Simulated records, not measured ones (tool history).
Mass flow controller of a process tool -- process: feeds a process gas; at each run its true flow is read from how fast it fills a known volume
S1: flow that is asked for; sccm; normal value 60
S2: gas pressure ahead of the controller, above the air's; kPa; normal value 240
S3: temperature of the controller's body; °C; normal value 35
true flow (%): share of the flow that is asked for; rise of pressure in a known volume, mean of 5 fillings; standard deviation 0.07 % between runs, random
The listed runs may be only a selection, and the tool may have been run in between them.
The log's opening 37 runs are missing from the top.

Run 38, hour 3975.0: usual settings but S1 62 sccm, S2 184 kPa, S3 38 °C. Result: true flow (%) 99.06.
At hour 3998.6: gauge calibrated.
Run 39, hour 4063.6: usual settings but S1 62 sccm, S2 184 kPa, S3 38 °C. Result: true flow (%) 97.91.
Run 40, hour 4181.6: usual settings but S1 23 sccm, S2 238 kPa, S3 38 °C. Result: true flow (%) 97.61.
Run 41, hour 4267.7: usual settings but S1 20 sccm, S2 216 kPa, S3 39 °C. Result: true flow (%) 97.33.
Run 42, hour 4354.4: usual settings but S1 24 sccm, S2 175 kPa, S3 37 °C. Result: true flow (%) 97.43.
Run 43, hour 4466.4: usual settings but S1 51 sccm, S3 38 °C. Result: true flow (%) 98.20.
Run 44, hour 4564.1: usual settings but S1 90 sccm, S3 26 °C. Result: true flow (%) 100.25.
Run 45, hour 4663.6: usual settings but S1 90 sccm, S3 26 °C. Result: true flow (%) 100.12.
Run 46, hour 4818.2: usual settings but S1 90 sccm, S3 26 °C. Result: true flow (%) 100.10.
Run 47, hour 4956.5: usual settings but S1 37 sccm, S2 267 kPa, S3 37 °C. Result: true flow (%) 98.30.

What if the next run were any one of these 5? Each begins from the tool's condition after run 47:
Run A, hour 5102.2: usual settings but S1 37 sccm, S2 267 kPa, S3 25 °C. Result: true flow (%) ?.
Run B, hour 5102.2: usual settings but S1 37 sccm, S2 218 kPa, S3 29 °C. Result: true flow (%) ?.
Run C, hour 5102.2: usual settings but S1 83 sccm, S2 150 kPa, S3 20 °C. Result: true flow (%) ?.
Run D, hour 5102.2: usual settings but S1 37 sccm, S2 159 kPa, S3 28 °C. Result: true flow (%) ?.
Run E, hour 5102.2: usual settings but S1 17 sccm, S2 274 kPa. Result: true flow (%) ?.

run  true flow (%)
  A          99.51
  B          98.75
  C         100.22
  D          98.60
  E          98.20
Take away the tool's hidden state, keep each run's random variation, and the runs would have read:
run  true flow (%)
  A          99.20
  B          98.44
  C          99.90
  D          98.29
  E          97.91

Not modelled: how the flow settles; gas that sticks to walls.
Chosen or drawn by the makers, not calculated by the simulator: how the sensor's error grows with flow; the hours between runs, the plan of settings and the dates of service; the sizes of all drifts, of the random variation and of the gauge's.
